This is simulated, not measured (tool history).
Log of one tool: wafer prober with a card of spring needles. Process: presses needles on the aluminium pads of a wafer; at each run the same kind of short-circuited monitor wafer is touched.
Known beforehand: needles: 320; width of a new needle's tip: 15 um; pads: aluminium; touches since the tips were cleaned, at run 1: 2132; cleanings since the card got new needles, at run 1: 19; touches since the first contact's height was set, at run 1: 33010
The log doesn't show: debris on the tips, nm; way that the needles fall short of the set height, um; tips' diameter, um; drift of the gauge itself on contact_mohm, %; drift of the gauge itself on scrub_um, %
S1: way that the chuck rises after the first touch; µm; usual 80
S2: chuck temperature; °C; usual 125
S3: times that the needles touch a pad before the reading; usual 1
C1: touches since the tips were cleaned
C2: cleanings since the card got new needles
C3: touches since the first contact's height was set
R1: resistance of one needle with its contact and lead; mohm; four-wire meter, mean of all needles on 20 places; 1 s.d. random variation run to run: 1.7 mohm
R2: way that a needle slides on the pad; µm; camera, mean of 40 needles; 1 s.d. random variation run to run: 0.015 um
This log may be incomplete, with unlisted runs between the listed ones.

run   hour   S1   S2  S3    C1  C2     C3   R1     R2
  1      0   80  125   1  2132  19  33010  178  13.26
      15.2  -- tips cleaned on abrasive film
  2   33.3   80  125   1  3569  20  39542  187  13.27
      40.9  -- tips cleaned on abrasive film
  3   52.4   80  125   2  2259  21  43278  177  13.26
      67.7  -- tips cleaned on abrasive film
  4   68.8   80  125   2   209  22  46493  170  13.23
      94.6  -- tips cleaned on abrasive film
  5  100.7   80  125   2  1209  23  52750  175  13.29
     122.1  -- tips cleaned on abrasive film
  6  128.9   80  125   2  1340  24  58274  172  13.23
  7  142.5   80  125   2  4022  24  60956  182  13.26
     147.8  -- tips cleaned on abrasive film
  8  167.5   80  125   2  3885  25  65856  178  13.25
     174.6  -- tips cleaned on abrasive film
  9  188.3   80  125   1  2703  26  69938  184  13.25
       202  -- tips cleaned on abrasive film
 10  203.7   80  125   1   326  27  72933  169  13.24
 11  221.7   62  125   1  3873  27  76480  204  10.25
     224.9  -- height of the first contact set anew
     227.7  -- tips cleaned on abrasive film
 12  247.1   62  125   1  3823  28   4360  205  10.33
     254.1  -- tips cleaned on abrasive film
 13  271.7   62  125   1  3475  29   9181  204  10.32
     279.9  -- tips cleaned on abrasive film
 14  286.4   62  125   1  1276  30  12052  187  10.32
 15  302.7   80  125   1  4481  30  15257  191  13.33
     305.6  -- tips cleaned on abrasive film
 16  319.3  100   66   3  2688  31  18504  163  16.65
     332.8  -- tips cleaned on abrasive film
 17  349.3   75   66   2  3264  32  24396  175  12.48
     358.3  -- tips cleaned on abrasive film
 18  375.5   75   66   2  3387  33  29533  176  12.45
     383.8  -- tips cleaned on abrasive film
 19    392   78   41   2  1614  34  32748  158  12.98
     410.2  -- tips cleaned on abrasive film
 20  424.9   78   41   2  2911  35  39217  167  12.93
     437.9  -- tips cleaned on abrasive film
 21  445.2   82   54   1  1428  36  43175  167   13.6
     464.5  -- tips cleaned on abrasive film
 22  469.3   83   54   2   957  37  47910  162  13.75
 23  488.9   83   54   2  4814  37  51767  173  13.74
     490.9  -- tips cleaned on abrasive film
 24  515.6   88   52   1  4866  38  57003  179  14.57
     517.6  -- tips cleaned on abrasive film
     543.9  -- tips cleaned on abrasive film
 25  547.7   88   52   1   730  40  63267  160  14.59
     569.6  -- tips cleaned on abrasive film
 26  579.9   60  125   1  2026  41  69602  194   9.91
     596.4  -- tips cleaned on abrasive film
 27  607.1   97  125   1  2108  42  74929  174  16.08
     617.1  -- height of the first contact set anew
     621.9  -- tips cleaned on abrasive film
 28  635.5   97  125   1  2672  43   3604  178  16.17
     648.6  -- tips cleaned on abrasive film
 29  658.1   63  125   2  1874  44   8036  182  10.48

Below are 3 alternative next runs, each starting from the tool's condition after run 29. Predict each:
     675.3  -- tips cleaned on abrasive film
  A  686.6  92  125   3  2219  45  13615   ?   ?
     675.3  -- tips cleaned on abrasive film
  B  686.6  63  125   1  2219  45  13615   ?   ?
     675.3  -- tips cleaned on abrasive film
  C  686.6  84  112   1  2219  45  13615   ?   ?

run   R1     R2
  A  172  15.32
  B  189  10.48
  C  176  13.99
The same runs, with their run-to-run variation unchanged, on a tool lacking any hidden condition would have given:
run   R1     R2
  A  167  15.34
  B  166   10.5
  C  161  14.01
